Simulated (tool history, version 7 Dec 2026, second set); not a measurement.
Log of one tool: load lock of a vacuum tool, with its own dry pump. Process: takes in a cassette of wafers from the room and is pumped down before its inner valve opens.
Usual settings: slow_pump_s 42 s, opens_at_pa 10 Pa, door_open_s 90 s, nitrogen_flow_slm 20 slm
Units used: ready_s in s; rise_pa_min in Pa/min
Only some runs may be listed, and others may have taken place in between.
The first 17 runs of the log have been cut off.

run,hour,slow_pump_s,opens_at_pa,door_open_s,nitrogen_flow_slm,hours that the pump has run since its overhaul,times that the door has closed on its seal,"incoming humidity of the room's air, %",ready_s,rise_pa_min
18,1693.1,42,10,90,21,1066,6217,41.6,92.7,0.041
19,1797.4,42,10,90,21,1171,6331,48.6,91.9,0.036
20,1862.0,57,10,49,21,1235,6401,48.7,104.6,0.032
21,1960.1,58,10,29,34,1333,6508,43.4,104.2,0.023
22,2080.2,59,7,29,39,1454,6639,43.7,108.0,0.026
23,2152.0,55,14,43,9,1525,6718,43.2,100.1,0.045
24,2233.4,42,10,90,5,1607,6807,44.2,92.3,0.070
25,2289.7,45,10,90,20,1663,6868,41.5,95.5,0.042
26,2367.1,62,19,90,20,1740,6953,48.3,104.4,0.041
27,2458.8,62,16,90,20,1832,7053,45.0,105.9,0.041
28,2577.6,83,10,179,14,1951,7183,46.1,125.5,0.067
29,2647.5,83,17,179,27,2021,7259,41.3,120.2,0.046
30,2740.8,83,17,179,27,2114,7361,41.6,119.8,0.047
31,2842.7,42,8,79,20,2216,7472,47.1,95.3,0.043
32,2953.4,50,11,35,38,2327,7593,41.2,98.9,0.028
33,3025.2,50,11,35,38,2398,7671,45.3,99.3,0.028
34,3091.3,50,11,35,38,2465,7743,45.9,98.3,0.028
35,3179.6,50,11,79,38,2553,7840,47.8,99.3,0.034
36,3295.7,42,10,141,20,2669,7967,42.9,93.4,0.054
37,3394.1,42,10,141,20,2767,8074,46.2,93.8,0.060
38,3480.6,71,10,90,20,2854,8169,44.1,116.1,0.046

Forecast each of these 3 alternatives for the next run:
A,3610.6,42,9,90,20,2984,8310,45.9,?,?
B,3610.6,71,10,130,14,2984,8310,47.5,?,?
C,3610.6,42,10,35,20,2984,8310,46.0,?,?

run,ready_s,rise_pa_min
A,96.0,0.049
B,115.8,0.062
C,93.8,0.041
Without the tool's unlogged condition, the same runs would have read:
run,ready_s,rise_pa_min
A,94.0,0.029
B,114.0,0.042
C,91.9,0.020
